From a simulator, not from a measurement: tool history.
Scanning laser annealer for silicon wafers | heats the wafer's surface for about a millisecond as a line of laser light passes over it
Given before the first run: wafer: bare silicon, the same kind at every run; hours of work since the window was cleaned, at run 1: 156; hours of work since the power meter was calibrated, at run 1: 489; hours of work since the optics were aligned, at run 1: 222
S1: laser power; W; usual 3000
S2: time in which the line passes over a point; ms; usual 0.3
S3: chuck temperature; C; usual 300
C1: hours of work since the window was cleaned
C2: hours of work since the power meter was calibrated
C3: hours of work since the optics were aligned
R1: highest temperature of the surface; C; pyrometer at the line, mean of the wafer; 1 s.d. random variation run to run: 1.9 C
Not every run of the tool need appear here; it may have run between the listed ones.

run   hour    S1     S2   S3   C1   C2   C3    R1
  1      0  3000    0.3  300  156  489  222  1119
  2   13.5  3000    0.3  300  162  495  228  1116
  3   42.4  3000    0.3  300  175  508  241  1114
  4   63.5  3000  0.229  300  184  518  251  1023
  5   84.8  3000  0.295  300  194  527  261  1105
  6  101.3  3000  0.295  300  202  535  268  1106
  7  119.5  3140    0.3  300  210  543  276  1162
  8  139.5  3000    0.3  300  219  552  285  1112
  9    167  3000    0.3  300  232  565  298  1113
 10  192.7  3000    0.3  300  243  576  310  1107
 11  212.7  3000    0.3  300  252  586  319  1112
 12  239.9  3000    0.3  300  265  598  331  1107
 13    262  3000    0.3  300  275  608  341  1110
 14  286.8  3000    0.3  300  286  619  352  1108
 15  310.9  3000    0.3  300  297  630  363  1109
 16  326.5  3000    0.3  300  304  637  371  1110
 17  346.7  2679    0.3  300  313  647  380  1001
 18  360.3  2679    0.3  300  319  653  386  1003
 19  379.6  2679    0.3  300  328  661  395   999
 20  408.3  2679    0.3  300  341  675  408  1001
 21  436.2  2679    0.3  300  354  687  420  1000
 22  452.1  3000  0.364  329  361  694  428  1202
 23  481.2  3238  0.378  284  374  708  441  1259
 24  501.9  3238  0.378  284  384  717  450  1257
 25  529.3  2734  0.243  300  396  730  463   951
 26  549.1  2734  0.243  300  405  739  472   953
 27  562.2  2734  0.263  300  411  744  478   974
 28  577.4  2734  0.263  300  418  751  485   977
 29  598.8  2734  0.263  300  428  761  494   976
 30  622.2  2734  0.263  300  439  772  505   976
 31  653.3  2734  0.212  265  453  786  519   881
 32  681.2  2734  0.212  265  465  799  532   881
 33  705.2  3000    0.3  261  476  810  543  1061
 34  736.6  2998  0.232  319  491  824  557  1034
 35  764.2  2998  0.232  319  503  836  570  1032
 36  779.8  2998  0.232  319  510  843  577  1034
 37  803.7  3037  0.232  319  521  854  588  1043
 38  817.5  2557  0.272  300  527  861  594   929

What does the tool deliver on the next run?
 39  846.9  3000  0.3  327  541  874  607   ?

{"run 39": {"R1": 1122}}
Were there no unlogged condition in the tool, this run, its random variation unchanged, would have produced R1 1153 C.
